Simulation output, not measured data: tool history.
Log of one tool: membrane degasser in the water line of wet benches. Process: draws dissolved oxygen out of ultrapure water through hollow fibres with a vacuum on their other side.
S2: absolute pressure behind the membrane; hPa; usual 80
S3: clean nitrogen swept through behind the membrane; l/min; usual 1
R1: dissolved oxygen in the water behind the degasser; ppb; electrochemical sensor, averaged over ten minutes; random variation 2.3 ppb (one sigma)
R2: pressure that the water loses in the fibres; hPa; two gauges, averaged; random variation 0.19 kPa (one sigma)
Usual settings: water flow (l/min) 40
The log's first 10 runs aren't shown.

{"run": 11, "day": 14.408, "water flow (l/min)": 40, "S2": 80, "S3": 1.7, "R1": 273, "R2": 374.1}
{"run": 12, "day": 16.1, "water flow (l/min)": 40, "S2": 80, "S3": 1.7, "R1": 270.8, "R2": 367.9}
{"run": 13, "day": 17.9, "water flow (l/min)": 40, "S2": 80, "S3": 1.7, "R1": 272.2, "R2": 373.7}
{"run": 14, "day": 18.712, "water flow (l/min)": 40, "S2": 80, "S3": 1.7, "R1": 269.9, "R2": 371.4}
{"run": 15, "day": 20.529, "water flow (l/min)": 40, "S2": 80, "S3": 1.7, "R1": 270.1, "R2": 371.1}
{"run": 16, "day": 21.85, "water flow (l/min)": 40, "S2": 80, "S3": 1.7, "R1": 271.6, "R2": 374.6}
{"run": 17, "day": 22.667, "water flow (l/min)": 40, "S2": 80, "S3": 1.7, "R1": 269.7, "R2": 376.1}
{"run": 18, "day": 23.929, "water flow (l/min)": 40, "S2": 73.1, "S3": 2.08, "R1": 204.5, "R2": 375.2}
{"run": 19, "day": 25.471, "water flow (l/min)": 40, "S2": 73.1, "S3": 2.08, "R1": 205.6, "R2": 374.1}
{"run": 20, "day": 26.775, "water flow (l/min)": 40, "S2": 65.7, "S3": 1, "R1": 294.5, "R2": 375.4}
{"run": 21, "day": 28.342, "water flow (l/min)": 52, "S2": 180.7, "S3": 0.41, "R1": 2218.4, "R2": 486.8}
{"run": 22, "day": 30.296, "water flow (l/min)": 25, "S2": 109.6, "S3": 1.97, "R1": 235.7, "R2": 232.2}
{"run": 23, "day": 31.871, "water flow (l/min)": 40, "S2": 112.4, "S3": 1, "R1": 636.9, "R2": 374.7}
{"run": 24, "day": 33.783, "water flow (l/min)": 32, "S2": 68.6, "S3": 1, "R1": 258.7, "R2": 296.5}
{"run": 25, "day": 35.604, "water flow (l/min)": 40, "S2": 80, "S3": 0.5, "R1": 632.3, "R2": 374.8}
{"run": 26, "day": 36.429, "water flow (l/min)": 40, "S2": 80.3, "S3": 1, "R1": 398.6, "R2": 378.3}
{"run": 27, "day": 37.671, "water flow (l/min)": 40, "S2": 80.3, "S3": 1, "R1": 402.7, "R2": 373.9}
{"run": 28, "day": 39.292, "water flow (l/min)": 32, "S2": 52.9, "S3": 0.87, "R1": 174.6, "R2": 299.2}
{"run": 29, "day": 41.238, "water flow (l/min)": 32, "S2": 62.8, "S3": 2.47, "R1": 112.5, "R2": 302.7}
{"run": 30, "day": 42.558, "water flow (l/min)": 24, "S2": 53.6, "S3": 2.17, "R1": 68.1, "R2": 226.3}
{"run": 31, "day": 44.433, "water flow (l/min)": 24, "S2": 53.6, "S3": 2.17, "R1": 67.3, "R2": 224.8}

Forecast each of these 4 alternatives for the next run:
{"run": "A", "day": 45.442, "water flow (l/min)": 37, "S2": 146.6, "S3": 1.52, "R1": "?", "R2": "?"}
{"run": "B", "day": 45.442, "water flow (l/min)": 40, "S2": 147.2, "S3": 1, "R1": "?", "R2": "?"}
{"run": "C", "day": 45.442, "water flow (l/min)": 24, "S2": 194.2, "S3": 0.7, "R1": "?", "R2": "?"}
{"run": "D", "day": 45.442, "water flow (l/min)": 34, "S2": 178.1, "S3": 2.02, "R1": "?", "R2": "?"}

run=A R1=593.8 R2=348.2
run=B R1=873 R2=374.9
run=C R1=1033.6 R2=226.4
run=D R1=547.8 R2=320.7
Without the tool's hidden state the same runs would have given:
run=A R1=593.8 R2=340.5
run=B R1=872.9 R2=366.6
run=C R1=1033.5 R2=221.4
run=D R1=547.8 R2=313.6
